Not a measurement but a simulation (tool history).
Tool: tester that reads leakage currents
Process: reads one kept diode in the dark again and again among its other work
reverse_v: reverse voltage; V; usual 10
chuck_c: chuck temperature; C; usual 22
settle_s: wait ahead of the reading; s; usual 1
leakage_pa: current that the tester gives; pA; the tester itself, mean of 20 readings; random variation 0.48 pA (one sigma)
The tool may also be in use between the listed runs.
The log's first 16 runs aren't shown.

run 17 hour=744 | reverse_v=10 chuck_c=22 settle_s=1 | leakage_pa=161.57
run 18 hour=797.1 | reverse_v=10 chuck_c=58 settle_s=1 | leakage_pa=1625.66
run 19 hour=854.5 | reverse_v=10 chuck_c=22 settle_s=1 | leakage_pa=160.54
run 20 hour=892.2 | reverse_v=10 chuck_c=22 settle_s=1 | leakage_pa=160.37
run 21 hour=942.4 | reverse_v=10 chuck_c=22 settle_s=1 | leakage_pa=159.7
run 22 hour=990.2 | reverse_v=10.2 chuck_c=49 settle_s=1.28 | leakage_pa=944.89
run 23 hour=1049.6 | reverse_v=10.2 chuck_c=49 settle_s=1.28 | leakage_pa=939.16
run 24 hour=1104.5 | reverse_v=4.8 chuck_c=47 settle_s=1 | leakage_pa=646.29
run 25 hour=1147.6 | reverse_v=8.3 chuck_c=31 settle_s=5.02 | leakage_pa=271.27
run 26 hour=1188.3 | reverse_v=8.3 chuck_c=31 settle_s=5.02 | leakage_pa=269.62
run 27 hour=1240.5 | reverse_v=8.3 chuck_c=31 settle_s=5.02 | leakage_pa=267.83
run 28 hour=1294.4 | reverse_v=8.3 chuck_c=36 settle_s=5.02 | leakage_pa=376.48
run 29 hour=1319.5 | reverse_v=5.1 chuck_c=21 settle_s=5.02 | leakage_pa=112.52
run 30 hour=1377.7 | reverse_v=10 chuck_c=21 settle_s=0.65 | leakage_pa=147.1

Run 31 comes next. What will it give?
run 31 hour=1412.5 | reverse_v=10 chuck_c=21 settle_s=0.78 | leakage_pa=?

leakage_pa: 145.97 pA
Without the tool's hidden state the same run would have given leakage_pa 149.05 pA.
